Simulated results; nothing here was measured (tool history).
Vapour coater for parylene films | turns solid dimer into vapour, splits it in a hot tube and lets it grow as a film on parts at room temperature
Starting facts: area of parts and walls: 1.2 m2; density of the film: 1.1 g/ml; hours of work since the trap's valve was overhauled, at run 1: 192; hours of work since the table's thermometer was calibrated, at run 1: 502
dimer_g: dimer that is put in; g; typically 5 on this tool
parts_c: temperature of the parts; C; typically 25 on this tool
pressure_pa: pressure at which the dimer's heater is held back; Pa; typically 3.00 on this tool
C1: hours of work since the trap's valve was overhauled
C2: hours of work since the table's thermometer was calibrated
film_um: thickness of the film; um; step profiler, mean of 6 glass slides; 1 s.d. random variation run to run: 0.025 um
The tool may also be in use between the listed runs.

Run 1, hour 0.0: usual settings; C1 192; C2 502. Result: film_um 2.45 um.
Run 2, hour 10.3: usual settings; C1 199; C2 508. Result: film_um 2.41 um.
Run 3, hour 25.1: usual settings; C1 209; C2 518. Result: film_um 2.37 um.
Run 4, hour 43.3: usual settings but dimer_g 2 g; C1 221; C2 530. Result: film_um 0.96 um.
Run 5, hour 60.4: usual settings but parts_c 17 C; C1 232; C2 541. Result: film_um 3.18 um.
Run 6, hour 78.7: usual settings but parts_c 17 C; C1 244; C2 553. Result: film_um 3.20 um.
Run 7, hour 92.8: usual settings but dimer_g 2 g; C1 254; C2 563. Result: film_um 0.96 um.
Run 8, hour 101.9: usual settings but pressure_pa 7.75 Pa; C1 260; C2 569. Result: film_um 2.25 um.
Run 9, hour 119.0: usual settings but dimer_g 2 g, pressure_pa 5.06 Pa; C1 271; C2 580. Result: film_um 0.89 um.
At hour 125.1: trap's valve overhauled.
Run 10, hour 132.5: usual settings but dimer_g 2 g, pressure_pa 5.06 Pa; C1 5; C2 586. Result: film_um 1.01 um.

Run 11 comes next. What will it give?
Run 11, hour 152.6: usual settings but parts_c 18 C, pressure_pa 2.10 Pa; C1 18; C2 599. Result: film_um ?.

Run 11 yielded film_um 3.39 um.
Without the tool's hidden state the same run would have given film_um 3.49 um.
